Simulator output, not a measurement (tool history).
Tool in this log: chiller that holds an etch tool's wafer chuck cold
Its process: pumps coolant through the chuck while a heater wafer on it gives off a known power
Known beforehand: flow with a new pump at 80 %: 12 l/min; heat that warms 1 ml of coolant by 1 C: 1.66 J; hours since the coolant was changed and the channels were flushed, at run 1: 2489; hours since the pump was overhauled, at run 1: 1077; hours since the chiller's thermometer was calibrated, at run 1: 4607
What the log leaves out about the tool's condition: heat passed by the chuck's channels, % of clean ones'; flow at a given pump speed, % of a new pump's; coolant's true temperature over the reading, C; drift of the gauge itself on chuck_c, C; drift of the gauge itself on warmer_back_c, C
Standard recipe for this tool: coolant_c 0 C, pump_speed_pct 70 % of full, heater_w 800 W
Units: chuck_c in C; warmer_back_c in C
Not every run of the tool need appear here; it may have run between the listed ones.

run	day	coolant_c	pump_speed_pct	heater_w	hours since the coolant was changed and the channels were flushed	hours since the pump was overhauled	hours since the chiller's thermometer was calibrated	chuck_c	warmer_back_c
1	0	0	70	800	2489	1077	4607	6.2	2.87
2	2.575	0	70	800	2551	1139	4669	6.2	2.88
3	5.417	0	70	1096	2619	1207	4737	8.8	3.94
4	9.717	0	70	800	2722	1310	4840	6.3	2.85
# day 10.733: chiller's thermometer calibrated
5	14.112	0	70	800	2827	1415	81	6.7	2.92
6	16.579	0	70	838	2886	1474	140	6.9	2.99
7	20.583	9	70	1113	2982	1570	236	18.2	3.95
8	24.483	0	90	800	3076	1664	330	5.7	2.17
9	27.183	0	72	400	3140	1729	395	3.2	1.39
10	30.492	-5	68	965	3220	1808	474	3.2	3.61
11	33.65	-5	68	965	3296	1884	550	3.4	3.62
12	36.575	-2	68	733	3366	1954	620	4.3	2.71

Alternative continuations, all from the tool just after run 12; predict every row:
A	39.979	3	68	1185	3447	2036	702	?	?
B	39.979	0	70	446	3447	2036	702	?	?
C	39.979	3	62	939	3447	2036	702	?	?

run	chuck_c	warmer_back_c
A	13.4	4.41
B	3.6	1.62
C	11.7	3.87
Without the tool's unlogged condition, the same runs would have read:
run	chuck_c	warmer_back_c
A	12.4	4.29
B	3.3	1.57
C	11	3.76
